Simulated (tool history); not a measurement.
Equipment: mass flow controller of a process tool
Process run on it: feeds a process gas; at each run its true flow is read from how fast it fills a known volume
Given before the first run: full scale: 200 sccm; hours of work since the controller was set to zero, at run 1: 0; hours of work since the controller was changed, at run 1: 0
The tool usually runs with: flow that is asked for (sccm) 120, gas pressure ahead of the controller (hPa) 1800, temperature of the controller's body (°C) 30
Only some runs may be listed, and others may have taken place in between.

| run | hour | flow that is asked for (sccm) | gas pressure ahead of the controller (hPa) | temperature of the controller's body (°C) | hours of work since the controller was set to zero | hours of work since the controller was changed | true flow (%) |
|---|---|---|---|---|---|---|---|
| 1 | 0.0 | 120 | 1800 | 30 | 0 | 0 | 98.67 |
| 2 | 54.2 | 120 | 1990 | 30 | 24 | 24 | 98.70 |
| 3 | 90.5 | 120 | 1990 | 37 | 40 | 40 | 98.43 |
| 4 | 125.8 | 155 | 1800 | 30 | 55 | 55 | 99.20 |
| 5 | 177.9 | 155 | 1800 | 30 | 78 | 78 | 99.15 |
| 6 | 218.2 | 155 | 1800 | 30 | 96 | 96 | 99.18 |
| 7 | 255.4 | 155 | 1800 | 30 | 112 | 112 | 99.19 |
| 8 | 334.0 | 155 | 1800 | 30 | 147 | 147 | 99.10 |
| 9 | 397.6 | 65 | 1800 | 30 | 175 | 175 | 97.55 |
| 10 | 455.8 | 120 | 1800 | 30 | 200 | 200 | 98.56 |
| 11 | 519.8 | 120 | 1800 | 30 | 228 | 228 | 98.60 |
| 12 | 589.6 | 120 | 1800 | 30 | 259 | 259 | 98.55 |
| 13 | 626.4 | 120 | 1800 | 30 | 275 | 275 | 98.50 |
| 14 | 695.2 | 120 | 1800 | 30 | 305 | 305 | 98.54 |
| 15 | 741.8 | 120 | 1800 | 30 | 325 | 325 | 98.47 |
| 16 | 802.4 | 120 | 1800 | 30 | 352 | 352 | 98.56 |
| 17 | 854.1 | 87 | 1490 | 20 | 375 | 375 | 98.28 |
| 18 | 931.1 | 87 | 1490 | 20 | 408 | 408 | 98.10 |
| 19 | 1016.0 | 150 | 1460 | 36 | 446 | 446 | 98.49 |
| 20 | 1071.4 | 42 | 1660 | 21 | 470 | 470 | 97.35 |
| 21 | 1137.4 | 42 | 1660 | 21 | 499 | 499 | 97.35 |
| 22 | 1175.9 | 25 | 2690 | 30 | 516 | 516 | 96.91 |
| 23 | 1231.4 | 25 | 2690 | 30 | 540 | 540 | 97.02 |
| 24 | 1288.5 | 25 | 2690 | 30 | 565 | 565 | 96.80 |
| 25 | 1372.0 | 20 | 2510 | 20 | 602 | 602 | 96.98 |
| 26 | 1433.6 | 146 | 1730 | 20 | 629 | 629 | 99.09 |
| 27 | 1511.6 | 108 | 1800 | 30 | 663 | 663 | 98.21 |
| 28 | 1599.2 | 113 | 2410 | 33 | 701 | 701 | 98.27 |
| 29 | 1678.2 | 113 | 2410 | 33 | 736 | 736 | 98.41 |
| 30 | 1718.7 | 113 | 2410 | 33 | 754 | 754 | 98.44 |
| 31 | 1789.7 | 102 | 1470 | 23 | 785 | 785 | 98.15 |
| 32 | 1870.7 | 25 | 2560 | 37 | 820 | 820 | 96.22 |

For some of the steps in true flow (%) from one run to the next: how much would appear even if the tool had no hidden state, given the settings, what came in and random variation, and how much remains for the hidden state plus any gauge scatter that the measured result and the result without hidden state don't share?
Unlogged tool condition in this case: flow at rest that the sensor doesn't see, % of full scale; true flow over the shown one, %; drift of the gauge itself on true_pct, %.
Run 8 -> 9: flow that is asked for (sccm) 155 -> 65. true flow (%) -1.55: hidden state -0.06, all else -1.49.
Run 21 -> 22: flow that is asked for (sccm) 42 -> 25, gas pressure ahead of the controller (hPa) 1660 -> 2690, temperature of the controller's body (°C) 21 -> 30. true flow (%) -0.44: hidden state -0.26, all else -0.18.
Run 25 -> 26: flow that is asked for (sccm) 20 -> 146, gas pressure ahead of the controller (hPa) 2510 -> 1730. true flow (%) +2.11: hidden state +0.74, all else +1.37.
Run 31 -> 32: flow that is asked for (sccm) 102 -> 25, gas pressure ahead of the controller (hPa) 1470 -> 2560, temperature of the controller's body (°C) 23 -> 37. true flow (%) -1.93: hidden state -0.74, all else -1.19.
